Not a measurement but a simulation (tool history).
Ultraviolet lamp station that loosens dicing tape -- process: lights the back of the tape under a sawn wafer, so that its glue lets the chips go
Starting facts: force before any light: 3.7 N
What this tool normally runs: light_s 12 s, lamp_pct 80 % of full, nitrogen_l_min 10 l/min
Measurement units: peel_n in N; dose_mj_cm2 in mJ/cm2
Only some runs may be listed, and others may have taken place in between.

run	day	light_s	lamp_pct	nitrogen_l_min	peel_n	dose_mj_cm2
1	0	12	80	10	0.353	490
2	2.829	12	80	10	0.36	490
3	5.225	12	80	10	0.353	487
4	6.8	12	80	10	0.352	493
5	8.354	12	80	10	0.344	491
6	11.917	9	80	10	0.565	368
7	13.942	9	80	10	0.554	371
8	17.371	9	80	10	0.57	366
9	20.079	9	80	10	0.564	363
10	23.296	9	80	10	0.55	369
# day 24.833: lamp changed
11	27.129	12	78	10	0.379	486
# day 28.821: window cleaned of glue's vapour
12	29.421	12	96	10	0.259	599
13	32.604	12	80	10	0.358	495
14	34.279	24	80	10	0.162	995
15	36.196	24	80	10	0.146	983
16	38.342	24	80	10	0.163	981
17	39.946	12	80	10	0.34	491
18	42.475	12	80	10	0.337	490
19	45.442	12	77	10	0.387	477
20	48.612	12	77	10	0.388	473
21	50.742	8	80	10	0.687	327
22	52.492	12	80	12	0.324	495
23	54.175	19	78	15	0.189	758
24	56.746	11	61	8	0.713	344
25	60.554	23	80	3	0.227	935
26	62.779	6	63	8	1.347	195
# day 64.304: window cleaned of glue's vapour
27	64.425	6	98	6	0.897	299
28	68.108	16	84	10	0.218	690
29	70.496	16	84	10	0.208	686
30	73.054	9	71	5	0.902	324
31	75.592	23	75	3	0.24	876
32	77.896	18	67	10	0.245	624
33	80.517	12	80	11	0.336	494
34	82.075	12	80	11	0.338	493
# day 83.783: lamp changed
35	84.396	17	77	6	0.268	670
36	87.475	12	80	5	0.483	496
37	90.133	12	62	12	0.506	379
38	91.892	9	62	16	0.726	284
39	95.008	9	60	9	0.898	276
40	97.033	7	80	8	0.85	290
# day 99.742: window cleaned of glue's vapour
41	100.321	7	80	8	0.853	285
42	102.946	17	80	20	0.186	700
43	106.396	17	80	7	0.244	695

What if the next run were any one of these 4? Each begins from the tool's condition after run 43:
A	108.571	17	72	4	?	?
B	108.571	12	80	8	?	?
C	108.571	13	61	14	?	?
D	108.571	9	80	10	?	?

run	peel_n	dose_mj_cm2
A	0.37	627
B	0.405	491
C	0.428	406
D	0.571	368
With no hidden state in the tool, these same runs would have given:
run	peel_n	dose_mj_cm2
A	0.369	628
B	0.403	492
C	0.426	407
D	0.569	369
